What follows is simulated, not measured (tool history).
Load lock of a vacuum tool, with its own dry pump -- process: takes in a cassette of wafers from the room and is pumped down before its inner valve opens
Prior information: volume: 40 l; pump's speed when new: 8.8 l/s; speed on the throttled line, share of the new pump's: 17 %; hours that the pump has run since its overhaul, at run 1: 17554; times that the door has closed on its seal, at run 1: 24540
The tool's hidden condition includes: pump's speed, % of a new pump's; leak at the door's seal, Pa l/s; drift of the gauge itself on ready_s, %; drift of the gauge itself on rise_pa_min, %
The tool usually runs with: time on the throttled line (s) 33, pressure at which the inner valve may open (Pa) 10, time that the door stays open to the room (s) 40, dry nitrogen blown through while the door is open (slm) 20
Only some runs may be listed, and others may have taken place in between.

run,day,time on the throttled line (s),pressure at which the inner valve may open (Pa),time that the door stays open to the room (s),dry nitrogen blown through while the door is open (slm),hours that the pump has run since its overhaul,times that the door has closed on its seal,"incoming humidity of the room's air, %",time from the closed door until the inner valve may open (s),rise of the pressure with all valves shut (Pa/min)
1,0,33,10,40,20,17554,24540,43.1,78.2,0.113
# day 7.204: dry pump taken out, an overhauled one fitted
2,22.771,33,10,112,20,374,25976,42.6,69.7,0.129
3,43.821,33,10,112,28,879,27318,46.6,69.1,0.136
4,57.658,33,10,112,28,1211,28199,44.2,69.2,0.136
5,80.404,51,10,40,20,1757,29649,42.9,85.4,0.141
6,101.396,51,10,40,20,2261,30987,45.4,85.2,0.15
7,125.238,51,10,40,20,2833,32507,46.6,85.2,0.148
8,141.029,33,10,40,20,3212,33513,41.9,70.5,0.161
9,160.246,33,10,40,20,3673,34738,42.4,70.6,0.17
10,185.292,33,10,40,20,4274,36335,46.9,70.8,0.176
11,211.021,33,10,40,9,4892,37975,45.9,72,0.205
12,225.271,33,10,40,9,5234,38883,46,72.1,0.211
13,242.508,33,10,40,9,5647,39982,43.5,72.1,0.214
14,256.771,33,10,40,9,5990,40891,43.8,72.2,0.217
15,282.592,33,10,40,20,6609,42536,46.1,72.8,0.222
16,307.975,33,10,40,7,7219,44154,41.4,73.3,0.248
17,336.45,33,10,40,6,7902,45969,43.9,73.4,0.262
18,363.442,33,8,40,20,8550,47689,46,74.7,0.27
19,388.775,33,8,40,20,9158,49304,44.6,75.1,0.281
20,406.583,33,11,200,20,9585,50439,45.4,73.8,0.309
21,433.579,56,13,91,20,10233,52160,47.7,92,0.318
22,452.45,56,13,69,6,10686,53363,44,90.8,0.337
23,470.35,33,10,124,20,11115,54504,41.6,74.6,0.348
24,496.962,33,17,40,20,11754,56200,43.4,72.6,0.346
# day 513.412: door's seal changed, seat wiped
25,521.25,27,10,44,16,12336,500,44.8,70.9,0.024
26,547.867,52,17,157,11,12974,2196,45.9,88.7,0.055
27,561.862,52,17,157,34,13310,3089,46.2,88.5,0.033
28,578.392,64,10,157,34,13707,4142,45.6,101.9,0.035
29,597.133,46,19,53,8,14157,5337,42.3,84.3,0.049
30,614.771,46,11,39,8,14580,6461,45.3,88.6,0.046
31,629.667,46,12,181,8,14938,7410,45.4,87.3,0.08
32,643.221,27,8,38,20,15263,8274,45.1,74.7,0.036
33,670.858,42,10,40,20,15926,10036,47,85.1,0.046
34,689.267,33,10,41,20,16368,11209,46.8,77.4,0.047

Here are 4 independent what-if runs from the current tool condition. What would each one return?
A,707.904,33,7,40,20,16815,12397,43.1,?,?
B,707.904,33,10,123,20,16815,12397,47.7,?,?
C,707.904,33,10,30,20,16815,12397,43.2,?,?
D,707.904,29,11,41,41,16815,12397,47.1,?,?

run,time from the closed door until the inner valve may open (s),rise of the pressure with all valves shut (Pa/min)
A,80.8,0.051
B,78.2,0.065
C,77.7,0.053
D,74.4,0.044
Take away the tool's hidden state, keep each run's random variation, and the runs would have read:
run,time from the closed door until the inner valve may open (s),rise of the pressure with all valves shut (Pa/min)
A,71.3,0.02
B,69.2,0.034
C,68.7,0.02
D,65.3,0.012

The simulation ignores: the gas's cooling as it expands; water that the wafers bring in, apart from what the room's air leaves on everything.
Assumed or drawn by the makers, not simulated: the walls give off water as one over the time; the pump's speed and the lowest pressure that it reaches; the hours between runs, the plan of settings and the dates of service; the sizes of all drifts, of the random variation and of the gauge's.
